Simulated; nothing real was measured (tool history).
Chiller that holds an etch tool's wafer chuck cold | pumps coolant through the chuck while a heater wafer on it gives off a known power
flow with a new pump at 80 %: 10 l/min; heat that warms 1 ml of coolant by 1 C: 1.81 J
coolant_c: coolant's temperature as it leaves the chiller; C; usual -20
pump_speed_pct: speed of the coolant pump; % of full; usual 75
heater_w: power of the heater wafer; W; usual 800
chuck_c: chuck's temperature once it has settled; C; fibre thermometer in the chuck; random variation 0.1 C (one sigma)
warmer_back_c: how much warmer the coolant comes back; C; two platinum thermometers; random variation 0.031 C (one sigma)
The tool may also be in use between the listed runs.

Run 1, hour 0: usual settings. Result: chuck_c -14.5 C, warmer_back_c 2.85 C.
Run 2, hour 101.5: usual settings. Result: chuck_c -14.5 C, warmer_back_c 2.8 C.
Run 3, hour 250.1: usual settings but coolant_c -16 C. Result: chuck_c -10.6 C, warmer_back_c 2.88 C.
Run 4, hour 327.4: usual settings. Result: chuck_c -14.5 C, warmer_back_c 2.86 C.
Run 5, hour 411.1: usual settings. Result: chuck_c -14.5 C, warmer_back_c 2.83 C.
Run 6, hour 543.3: usual settings but coolant_c -10 C. Result: chuck_c -4.6 C, warmer_back_c 2.81 C.
Run 7, hour 626: usual settings but coolant_c -10 C. Result: chuck_c -4.7 C, warmer_back_c 2.84 C.
Run 8, hour 816.2: usual settings but coolant_c -10 C. Result: chuck_c -4.7 C, warmer_back_c 2.85 C.
Run 9, hour 950.3: usual settings. Result: chuck_c -14.5 C, warmer_back_c 2.81 C.
Run 10, hour 1051.7: usual settings. Result: chuck_c -14.7 C, warmer_back_c 2.9 C.
Run 11, hour 1151.2: usual settings. Result: chuck_c -14.5 C, warmer_back_c 2.82 C.
Run 12, hour 1341.1: usual settings but heater_w 825 W. Result: chuck_c -14.3 C, warmer_back_c 2.95 C.
Run 13, hour 1525.9: usual settings but heater_w 825 W. Result: chuck_c -14.6 C, warmer_back_c 2.97 C.
Run 14, hour 1615.6: usual settings but heater_w 825 W. Result: chuck_c -14.3 C, warmer_back_c 2.93 C.
Run 15, hour 1755.3: usual settings. Result: chuck_c -14.5 C, warmer_back_c 2.87 C.
Run 16, hour 1915.4: usual settings. Result: chuck_c -14.4 C, warmer_back_c 2.82 C.
Run 17, hour 2005.2: usual settings but coolant_c -27 C, heater_w 1163 W. Result: chuck_c -19 C, warmer_back_c 4.16 C.
Run 18, hour 2134.1: usual settings but coolant_c -12 C, pump_speed_pct 96 % of full, heater_w 775 W. Result: chuck_c -7.7 C, warmer_back_c 2.1 C.
Run 19, hour 2284.2: usual settings but coolant_c -12 C, pump_speed_pct 96 % of full, heater_w 775 W. Result: chuck_c -7.7 C, warmer_back_c 2.09 C.
Run 20, hour 2462.9: usual settings but coolant_c -12 C, pump_speed_pct 96 % of full, heater_w 775 W. Result: chuck_c -7.8 C, warmer_back_c 2.21 C.
Run 21, hour 2588.7: usual settings but coolant_c -16 C, pump_speed_pct 98 % of full, heater_w 775 W. Result: chuck_c -11.8 C, warmer_back_c 2.15 C.
Run 22, hour 2748.1: usual settings but coolant_c -29 C, pump_speed_pct 98 % of full, heater_w 1023 W. Result: chuck_c -23.2 C, warmer_back_c 2.81 C.
Run 23, hour 2888.5: usual settings but pump_speed_pct 70 % of full, heater_w 462 W. Result: chuck_c -16.7 C, warmer_back_c 1.75 C.
Run 24, hour 3009.8: usual settings but pump_speed_pct 79 % of full, heater_w 507 W. Result: chuck_c -16.6 C, warmer_back_c 1.72 C.
Run 25, hour 3119.9: usual settings but pump_speed_pct 74 % of full, heater_w 825 W. Result: chuck_c -14.3 C, warmer_back_c 2.99 C.
Run 26, hour 3288.4: usual settings but coolant_c -17 C, pump_speed_pct 66 % of full, heater_w 1192 W. Result: chuck_c -8.1 C, warmer_back_c 4.76 C.
Run 27, hour 3431.2: usual settings but heater_w 418 W. Result: chuck_c -17.1 C, warmer_back_c 1.49 C.
Run 28, hour 3533.3: usual settings but coolant_c -26 C. Result: chuck_c -20.3 C, warmer_back_c 2.86 C.
Run 29, hour 3655: usual settings but coolant_c -26 C, heater_w 475 W. Result: chuck_c -22.5 C, warmer_back_c 1.71 C.
Run 30, hour 3791.5: usual settings but coolant_c -26 C, heater_w 475 W. Result: chuck_c -22.7 C, warmer_back_c 1.69 C.
Run 31, hour 3929.5: usual settings but coolant_c -26 C, heater_w 475 W. Result: chuck_c -22.6 C, warmer_back_c 1.65 C.

Not shown: 1 entry that the log had between the listed runs. Between which runs, and how does the tool's hidden state differ before and after?
Between runs 17 and 18: chiller's thermometer calibrated (hour 2101.2)
  no hidden state differs between the two runs
